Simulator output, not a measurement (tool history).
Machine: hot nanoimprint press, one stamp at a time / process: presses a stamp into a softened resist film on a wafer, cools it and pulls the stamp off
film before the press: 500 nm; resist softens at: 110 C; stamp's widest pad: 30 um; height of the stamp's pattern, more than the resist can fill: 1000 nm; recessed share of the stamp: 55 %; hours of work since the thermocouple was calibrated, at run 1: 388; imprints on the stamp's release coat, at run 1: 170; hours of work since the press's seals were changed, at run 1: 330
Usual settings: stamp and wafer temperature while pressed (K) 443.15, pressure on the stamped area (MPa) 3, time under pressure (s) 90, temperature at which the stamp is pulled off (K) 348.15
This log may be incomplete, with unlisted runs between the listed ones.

| run | hour | stamp and wafer temperature while pressed (K) | pressure on the stamped area (MPa) | time under pressure (s) | temperature at which the stamp is pulled off (K) | hours of work since the thermocouple was calibrated | imprints on the stamp's release coat | hours of work since the press's seals were changed | resist left under the stamp's widest pad (angstrom) | greatest force while the stamp is pulled off (N) |
|---|---|---|---|---|---|---|---|---|---|---|
| 1 | 0 | 443.15 | 3 | 90 | 348.15 | 388 | 170 | 330 | 2130 | 177.2 |
| 2 | 28.4 | 443.15 | 3 | 90 | 348.15 | 402 | 248 | 344 | 2143 | 177 |
| 3 | 48.5 | 443.15 | 3 | 90 | 335.15 | 412 | 304 | 354 | 2135 | 214.7 |
| 4 | 61.3 | 443.15 | 2.11 | 90 | 348.15 | 418 | 339 | 361 | 2507 | 177.1 |
| 5 | 86 | 443.15 | 2.11 | 90 | 348.15 | 430 | 407 | 373 | 2514 | 177.4 |
| 6 | 108.3 | 443.15 | 2.06 | 90 | 348.15 | 441 | 469 | 384 | 2541 | 177 |
| 7 | 124.2 | 443.15 | 3 | 90 | 348.15 | 449 | 513 | 392 | 2145 | 177 |
| 8 | 145 | 443.15 | 3 | 90 | 348.15 | 460 | 570 | 402 | 2134 | 177.8 |
| 9 | 160.6 | 443.15 | 3 | 90 | 348.15 | 467 | 613 | 410 | 2146 | 177.3 |
|  | 170.3 | stamp cleaned and given a new release coat |
| 10 | 178.6 | 443.15 | 3.57 | 90 | 348.15 | 473 | 22 | 415 | 1968 | 176.9 |
| 11 | 195.4 | 443.15 | 4.25 | 90 | 348.15 | 481 | 69 | 424 | 1811 | 176.9 |
| 12 | 224.3 | 443.15 | 3 | 90 | 338.15 | 496 | 149 | 438 | 2165 | 206.2 |
| 13 | 249.1 | 443.15 | 3 | 90 | 338.15 | 508 | 217 | 450 | 2143 | 205.9 |
|  | 262.3 | plate thermocouple calibrated |
| 14 | 268.3 | 443.15 | 3 | 90 | 338.15 | 3 | 262 | 458 | 2148 | 205.5 |
| 15 | 284 | 439.15 | 2.98 | 90 | 348.15 | 11 | 305 | 466 | 2599 | 177.7 |
| 16 | 305.6 | 439.15 | 2.44 | 148 | 336.15 | 21 | 365 | 477 | 2370 | 210.9 |
| 17 | 334.6 | 452.15 | 2.66 | 148 | 336.15 | 36 | 445 | 491 | 1206 | 210.6 |
| 18 | 351.2 | 432.15 | 2.04 | 90 | 348.15 | 44 | 491 | 499 | 3846 | 178 |
| 19 | 373.7 | 432.15 | 2.04 | 90 | 348.15 | 55 | 553 | 510 | 3836 | 177.4 |
|  | 406.5 | stamp cleaned and given a new release coat |
| 20 | 406.9 | 440.15 | 3 | 73 | 348.15 | 68 | 1 | 524 | 2656 | 176.7 |
| 21 | 433.7 | 448.15 | 3.68 | 71 | 348.15 | 82 | 75 | 537 | 1683 | 177.5 |
| 22 | 446.8 | 444.15 | 3.68 | 110 | 352.15 | 88 | 111 | 543 | 1710 | 166.8 |
| 23 | 470.2 | 443.15 | 1.83 | 90 | 353.15 | 100 | 176 | 555 | 2666 | 163.4 |
| 24 | 495.8 | 443.15 | 1.83 | 90 | 353.15 | 112 | 246 | 567 | 2668 | 163.2 |
| 25 | 514.7 | 455.15 | 3 | 90 | 348.15 | 122 | 298 | 577 | 1221 | 176.6 |
| 26 | 542.2 | 446.15 | 4.1 | 173 | 349.15 | 135 | 374 | 590 | 1217 | 174.3 |
| 27 | 566.3 | 443.15 | 3 | 90 | 348.15 | 147 | 441 | 602 | 2151 | 176.6 |
| 28 | 588.5 | 443.15 | 2.61 | 90 | 348.15 | 158 | 502 | 613 | 2289 | 176.6 |

5 options for the next run, each taken on its own from the tool as it stands now. Forecast them:
| A | 610.6 | 448.15 | 2.82 | 90 | 337.15 | 169 | 563 | 624 | ? | ? |
| B | 610.6 | 443.15 | 3.5 | 90 | 348.15 | 169 | 563 | 624 | ? | ? |
| C | 610.6 | 455.15 | 4.01 | 90 | 345.15 | 169 | 563 | 624 | ? | ? |
| D | 610.6 | 443.15 | 2.61 | 146 | 348.15 | 169 | 563 | 624 | ? | ? |
| E | 610.6 | 443.15 | 2.61 | 95 | 336.15 | 169 | 563 | 624 | ? | ? |

| run | resist left under the stamp's widest pad (angstrom) | greatest force while the stamp is pulled off (N) |
|---|---|---|
| A | 1740 | 209.7 |
| B | 1993 | 176.6 |
| C | 1044 | 185.7 |
| D | 1900 | 176.9 |
| E | 2238 | 211 |
The same runs, with their run-to-run variation unchanged, on a tool lacking any hidden condition would have given:
| run | resist left under the stamp's widest pad (angstrom) | greatest force while the stamp is pulled off (N) |
|---|---|---|
| A | 1740 | 209.5 |
| B | 1994 | 176.5 |
| C | 1044 | 185.5 |
| D | 1901 | 176.8 |
| E | 2239 | 210.9 |
